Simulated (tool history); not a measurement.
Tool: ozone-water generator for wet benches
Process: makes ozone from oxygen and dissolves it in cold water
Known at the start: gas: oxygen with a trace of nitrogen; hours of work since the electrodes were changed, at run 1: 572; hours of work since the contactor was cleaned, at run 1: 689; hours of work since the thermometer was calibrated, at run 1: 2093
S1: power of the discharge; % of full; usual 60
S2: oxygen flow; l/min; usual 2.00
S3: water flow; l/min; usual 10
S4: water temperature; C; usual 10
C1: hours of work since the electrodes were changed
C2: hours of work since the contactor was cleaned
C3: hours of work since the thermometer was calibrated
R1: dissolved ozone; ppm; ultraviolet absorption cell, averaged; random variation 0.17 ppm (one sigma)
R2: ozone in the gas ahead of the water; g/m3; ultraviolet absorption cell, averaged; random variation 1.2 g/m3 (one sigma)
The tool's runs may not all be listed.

run    hour  S1    S2  S3  S4    C1    C2    C3    R1     R2
  1     0.0  60  2.00  10  10   572   689  2093  23.2  210.9
  2    41.0  60  2.00  10  10   597   715  2119  23.5  209.2
  3   102.7  60  2.00  10  10   635   753  2157  23.6  210.2
  4   151.4  60  2.00  10  10   665   783  2187  23.6  209.9
  5   220.8  60  2.00  10  10   708   826  2230  23.6  209.7
  6   272.5  60  2.00  10  10   740   858  2261  23.7  210.5
      276.6  -- water thermometer calibrated
  7   350.8  60  2.00  10  10   788   905    46  23.6  210.1
      402.8  -- water thermometer calibrated, once more
  8   427.2  60  2.00  10  10   835   952    15  23.5  208.3
  9   488.4  60  2.00  10  10   872   990    53  23.6  210.3
 10   531.8  60  2.00  14  10   899  1017    80  17.3  207.9
 11   566.5  60  2.00  14  10   921  1038   101  17.4  208.8
 12   629.2  47  1.41  12  16   959  1077   140  14.6  205.9
 13   662.7  47  1.76  12  12   980  1098   160  15.7  184.3
 14   705.0  60  1.15  10  10  1006  1124   186  21.2  279.3
 15   783.0  60  2.31  10  10  1054  1172   235  23.8  191.4
 16   844.8  81  2.00  13  10  1092  1210   273  23.5  264.8
 17   906.1  73  2.00  13  10  1130  1248   310  21.4  243.9
 18   955.9  65  3.51  11   8  1161  1278   341  24.7  165.1
 19  1036.8  65  3.51  11   8  1211  1328   391  24.7  161.6

Forecast each of these 4 alternatives for the next run:
  A  1095.3  51  2.00  10  10  1247  1364  427   ?   ?
  B  1095.3  65  1.27   9   8  1247  1364  427   ?   ?
  C  1095.3  74  2.00  11  10  1247  1364  427   ?   ?
  D  1095.3  49  3.51  11   8  1247  1364  427   ?   ?

run    R1     R2
  A  20.3  183.6
  B  25.6  282.9
  C  25.5  247.3
  D  19.7  129.8
Without the tool's hidden state the same runs would have given:
run    R1     R2
  A  20.7  185.5
  B  26.2  286.6
  C  26.1  250.9
  D  20.1  131.1
